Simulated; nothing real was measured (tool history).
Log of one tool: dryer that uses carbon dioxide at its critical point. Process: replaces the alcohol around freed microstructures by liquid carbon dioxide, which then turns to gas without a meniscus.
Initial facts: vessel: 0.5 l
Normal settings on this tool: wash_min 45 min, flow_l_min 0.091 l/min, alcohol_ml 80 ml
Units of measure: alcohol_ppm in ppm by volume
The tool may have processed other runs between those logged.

run 1 hour=0 | wash_min=45 flow_l_min=0.091 alcohol_ml=80 | alcohol_ppm=141
run 2 hour=25 | wash_min=45 flow_l_min=0.091 alcohol_ml=80 | alcohol_ppm=136
run 3 hour=38.9 | wash_min=45 flow_l_min=0.091 alcohol_ml=80 | alcohol_ppm=146
run 4 hour=65.5 | wash_min=45 flow_l_min=0.091 alcohol_ml=80 | alcohol_ppm=148
run 5 hour=98.9 | wash_min=45 flow_l_min=0.0675 alcohol_ml=80 | alcohol_ppm=912
run 6 hour=126.4 | wash_min=45 flow_l_min=0.0675 alcohol_ml=80 | alcohol_ppm=981
run 7 hour=140.2 | wash_min=45 flow_l_min=0.0675 alcohol_ml=80 | alcohol_ppm=998
run 8 hour=166.6 | wash_min=45 flow_l_min=0.0675 alcohol_ml=36 | alcohol_ppm=497
run 9 hour=186.2 | wash_min=45 flow_l_min=0.091 alcohol_ml=80 | alcohol_ppm=185
run 10 hour=213.8 | wash_min=45 flow_l_min=0.0662 alcohol_ml=80 | alcohol_ppm=1178
run 11 hour=243.4 | wash_min=45 flow_l_min=0.0662 alcohol_ml=80 | alcohol_ppm=1254
run 12 hour=271.8 | wash_min=45 flow_l_min=0.0662 alcohol_ml=80 | alcohol_ppm=1297
run 13 hour=300.4 | wash_min=45 flow_l_min=0.091 alcohol_ml=80 | alcohol_ppm=218
run 14 hour=323.6 | wash_min=45 flow_l_min=0.091 alcohol_ml=80 | alcohol_ppm=222
run 15 hour=341.1 | wash_min=42 flow_l_min=0.0936 alcohol_ml=52 | alcohol_ppm=213
run 16 hour=366.5 | wash_min=45 flow_l_min=0.0566 alcohol_ml=110 | alcohol_ppm=4105
run 17 hour=386.2 | wash_min=45 flow_l_min=0.0795 alcohol_ml=29 | alcohol_ppm=239
run 18 hour=415.1 | wash_min=67 flow_l_min=0.091 alcohol_ml=33 | alcohol_ppm=54
-- hour=438.5 inlet filter changed
run 19 hour=447.9 | wash_min=43 flow_l_min=0.0578 alcohol_ml=85 | alcohol_ppm=1788
run 20 hour=479.6 | wash_min=51 flow_l_min=0.0849 alcohol_ml=69 | alcohol_ppm=89
run 21 hour=507.6 | wash_min=51 flow_l_min=0.1205 alcohol_ml=69 | alcohol_ppm=62
-- hour=519.3 purifier's bed changed
run 22 hour=543.1 | wash_min=45 flow_l_min=0.0724 alcohol_ml=44 | alcohol_ppm=219
run 23 hour=575.1 | wash_min=45 flow_l_min=0.0724 alcohol_ml=44 | alcohol_ppm=223
run 24 hour=592.5 | wash_min=46 flow_l_min=0.1391 alcohol_ml=57 | alcohol_ppm=8
run 25 hour=608.4 | wash_min=46 flow_l_min=0.1391 alcohol_ml=57 | alcohol_ppm=10
run 26 hour=626.4 | wash_min=47 flow_l_min=0.091 alcohol_ml=80 | alcohol_ppm=70

Run 27 has not been measured yet. What should we expect?
run 27 hour=642.5 | wash_min=47 flow_l_min=0.091 alcohol_ml=80 | alcohol_ppm=?

{"run 27": {"alcohol_ppm": 72}}
Without the tool's hidden state the same run would have given alcohol_ppm 45 ppm by volume.
